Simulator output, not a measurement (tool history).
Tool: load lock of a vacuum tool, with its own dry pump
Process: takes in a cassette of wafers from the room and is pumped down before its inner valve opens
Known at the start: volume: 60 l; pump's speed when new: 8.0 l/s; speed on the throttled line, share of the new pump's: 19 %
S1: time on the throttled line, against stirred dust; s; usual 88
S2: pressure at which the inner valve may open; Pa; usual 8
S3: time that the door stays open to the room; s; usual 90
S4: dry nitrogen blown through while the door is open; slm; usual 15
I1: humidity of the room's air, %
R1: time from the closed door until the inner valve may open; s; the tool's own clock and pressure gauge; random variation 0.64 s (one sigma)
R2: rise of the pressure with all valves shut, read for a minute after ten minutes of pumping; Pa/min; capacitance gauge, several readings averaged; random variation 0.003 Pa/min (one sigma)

run 1 hour=0 | S1=88 S2=8 S3=90 S4=15 | I1=47.1 | R1=150.9 R2=0.136
run 2 hour=568.9 | S1=88 S2=8 S3=30 S4=15 | I1=43.5 | R1=150.4 R2=0.129
run 3 hour=1192.3 | S1=88 S2=8 S3=30 S4=15 | I1=43.3 | R1=150.6 R2=0.152
run 4 hour=1779.4 | S1=88 S2=8 S3=30 S4=15 | I1=46.2 | R1=151.2 R2=0.165
run 5 hour=2159.5 | S1=88 S2=8 S3=30 S4=15 | I1=47.7 | R1=151 R2=0.173
run 6 hour=2505.2 | S1=88 S2=8 S3=90 S4=15 | I1=46.4 | R1=152.7 R2=0.206
run 7 hour=2909.4 | S1=88 S2=8 S3=90 S4=15 | I1=40.5 | R1=152.9 R2=0.21
run 8 hour=3187.6 | S1=88 S2=8 S3=90 S4=15 | I1=44.2 | R1=152.2 R2=0.219
run 9 hour=3730.9 | S1=88 S2=8 S3=90 S4=15 | I1=43.1 | R1=154.2 R2=0.234
run 10 hour=4262.2 | S1=96 S2=8 S3=90 S4=15 | I1=45.8 | R1=160.2 R2=0.238
run 11 hour=4676.6 | S1=96 S2=8 S3=90 S4=15 | I1=43.5 | R1=160.8 R2=0.257
-- hour=5051.8 dry pump taken out, an overhauled one fitted
run 12 hour=5279 | S1=96 S2=8 S3=90 S4=15 | I1=46.7 | R1=150.1 R2=0.278
run 13 hour=5805.7 | S1=96 S2=8 S3=90 S4=15 | I1=42.9 | R1=150.7 R2=0.294
run 14 hour=6226.2 | S1=88 S2=8 S3=90 S4=15 | I1=49 | R1=143.6 R2=0.309
run 15 hour=6804.3 | S1=88 S2=8 S3=90 S4=15 | I1=44.5 | R1=144.3 R2=0.339
run 16 hour=7382.2 | S1=88 S2=9 S3=90 S4=15 | I1=47.7 | R1=143.3 R2=0.361
run 17 hour=7871.8 | S1=88 S2=9 S3=90 S4=14 | I1=41.4 | R1=144.5 R2=0.378
run 18 hour=8214.7 | S1=88 S2=9 S3=90 S4=14 | I1=44.3 | R1=144 R2=0.395
run 19 hour=8829 | S1=88 S2=14 S3=90 S4=15 | I1=46 | R1=141.7 R2=0.41
run 20 hour=9303 | S1=88 S2=14 S3=26 S4=15 | I1=48.6 | R1=141.4 R2=0.41
run 21 hour=9886.3 | S1=88 S2=14 S3=26 S4=15 | I1=46.7 | R1=140.4 R2=0.439
run 22 hour=10284.7 | S1=88 S2=14 S3=26 S4=15 | I1=43.9 | R1=141 R2=0.455
run 23 hour=10790.4 | S1=88 S2=6 S3=90 S4=43 | I1=45.5 | R1=149.6 R2=0.468
-- hour=10831.9 door's seal changed, seat wiped
run 24 hour=11280.4 | S1=88 S2=6 S3=90 S4=43 | I1=43.5 | R1=148.8 R2=0.027
run 25 hour=11929.2 | S1=88 S2=14 S3=90 S4=27 | I1=46 | R1=142.6 R2=0.045
run 26 hour=12288.2 | S1=88 S2=14 S3=90 S4=27 | I1=47.4 | R1=142.5 R2=0.046
run 27 hour=12699.7 | S1=161 S2=12 S3=47 S4=30 | I1=45.6 | R1=202.1 R2=0.037
run 28 hour=13199.2 | S1=161 S2=12 S3=47 S4=30 | I1=44.5 | R1=201.5 R2=0.047
run 29 hour=13791.2 | S1=161 S2=12 S3=47 S4=25 | I1=45 | R1=203.3 R2=0.055
run 30 hour=14065.3 | S1=106 S2=10 S3=71 S4=7 | I1=47.3 | R1=161.1 R2=0.09
run 31 hour=14558.4 | S1=106 S2=10 S3=71 S4=7 | I1=45 | R1=160.8 R2=0.097
run 32 hour=15083.2 | S1=69 S2=6 S3=47 S4=13 | I1=47.4 | R1=137.5 R2=0.088
run 33 hour=15444 | S1=56 S2=9 S3=96 S4=28 | I1=45.7 | R1=124.6 R2=0.09
run 34 hour=15823.5 | S1=71 S2=8 S3=90 S4=18 | I1=45.4 | R1=137.2 R2=0.102
run 35 hour=16189.7 | S1=112 S2=8 S3=156 S4=18 | I1=45.4 | R1=169.2 R2=0.124
run 36 hour=16862.5 | S1=88 S2=8 S3=82 S4=6 | I1=47.7 | R1=150.3 R2=0.147

Forecast each of these 4 alternatives for the next run:
run A hour=17459.1 | S1=88 S2=13 S3=82 S4=6 | I1=45.4 | R1=? R2=?
run B hour=17459.1 | S1=88 S2=8 S3=101 S4=15 | I1=45.7 | R1=? R2=?
run C hour=17459.1 | S1=88 S2=8 S3=64 S4=15 | I1=45.4 | R1=? R2=?
run D hour=17459.1 | S1=88 S2=14 S3=90 S4=15 | I1=45.9 | R1=? R2=?

run=A R1=147.1 R2=0.153
run=B R1=151.9 R2=0.138
run=C R1=151 R2=0.125
run=D R1=146.1 R2=0.136
Without the tool's hidden state the same runs would have given:
run=A R1=139.1 R2=0.057
run=B R1=143.5 R2=0.041
run=C R1=142.5 R2=0.029
run=D R1=138.3 R2=0.04

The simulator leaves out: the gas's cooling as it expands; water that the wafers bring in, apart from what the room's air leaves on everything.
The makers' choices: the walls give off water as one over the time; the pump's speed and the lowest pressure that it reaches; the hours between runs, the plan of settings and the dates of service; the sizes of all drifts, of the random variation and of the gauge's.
